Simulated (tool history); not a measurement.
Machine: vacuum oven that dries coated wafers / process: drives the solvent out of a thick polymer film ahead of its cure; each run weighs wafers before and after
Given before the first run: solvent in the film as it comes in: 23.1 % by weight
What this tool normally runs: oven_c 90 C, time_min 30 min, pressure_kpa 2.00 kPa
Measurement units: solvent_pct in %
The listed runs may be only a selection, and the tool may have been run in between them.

Run 1, day 0.000: usual settings. Result: solvent_pct 4.91 %.
Run 2, day 0.650: usual settings. Result: solvent_pct 5.00 %.
Run 3, day 1.067: usual settings but oven_c 86 C. Result: solvent_pct 6.45 %.
Run 4, day 1.662: usual settings but oven_c 86 C. Result: solvent_pct 6.35 %.
Run 5, day 1.962: usual settings but oven_c 86 C. Result: solvent_pct 6.34 %.
Run 6, day 2.233: usual settings but oven_c 86 C. Result: solvent_pct 6.37 %.
Run 7, day 2.700: usual settings but oven_c 86 C. Result: solvent_pct 6.32 %.
Run 8, day 3.275: usual settings but oven_c 93 C. Result: solvent_pct 4.01 %.
Run 9, day 3.546: usual settings but oven_c 93 C, time_min 39 min. Result: solvent_pct 3.18 %.
Run 10, day 4.096: usual settings but oven_c 93 C, time_min 39 min. Result: solvent_pct 3.08 %.
Run 11, day 4.488: usual settings but oven_c 87 C, time_min 39 min. Result: solvent_pct 4.76 %.
Run 12, day 5.000: usual settings but oven_c 93 C. Result: solvent_pct 4.12 %.
Run 13, day 5.321: usual settings but oven_c 102 C, time_min 27 min. Result: solvent_pct 2.40 %.
Run 14, day 5.671: usual settings but time_min 22 min, pressure_kpa 4.34 kPa. Result: solvent_pct 8.82 %.
Run 15, day 6.017: usual settings but oven_c 104 C, time_min 21 min, pressure_kpa 4.18 kPa. Result: solvent_pct 4.18 %.
Run 16, day 6.583: usual settings but oven_c 104 C, time_min 21 min, pressure_kpa 4.18 kPa. Result: solvent_pct 4.18 %.
Run 17, day 7.238: usual settings but oven_c 101 C, time_min 43 min, pressure_kpa 1.64 kPa. Result: solvent_pct 1.62 %.
Run 18, day 7.888: usual settings but oven_c 85 C, time_min 36 min, pressure_kpa 1.77 kPa. Result: solvent_pct 5.55 %.
Run 19, day 8.462: usual settings but oven_c 86 C, time_min 16 min, pressure_kpa 1.77 kPa. Result: solvent_pct 9.74 %.

Put back what was entered between runs (2 entries, withheld): which listed runs does each sit between, and how does the hidden state differ from the listed run before to the listed run after?
Run 11 -> run 12: vacuum gauge cleaned of residue and calibrated (day 4.604)
  true pressure over the reading, kPa: 0.104 -> 0.172
  measured less the result without the state, solvent_pct: -0.04 -> +0.02 %
Run 18 -> run 19: vacuum gauge cleaned of residue and calibrated, once more (day 8.071)
  true pressure over the reading, kPa: 0.178 -> 0.013
  measured less the result without the state, solvent_pct: +0.02 -> -0.21 %
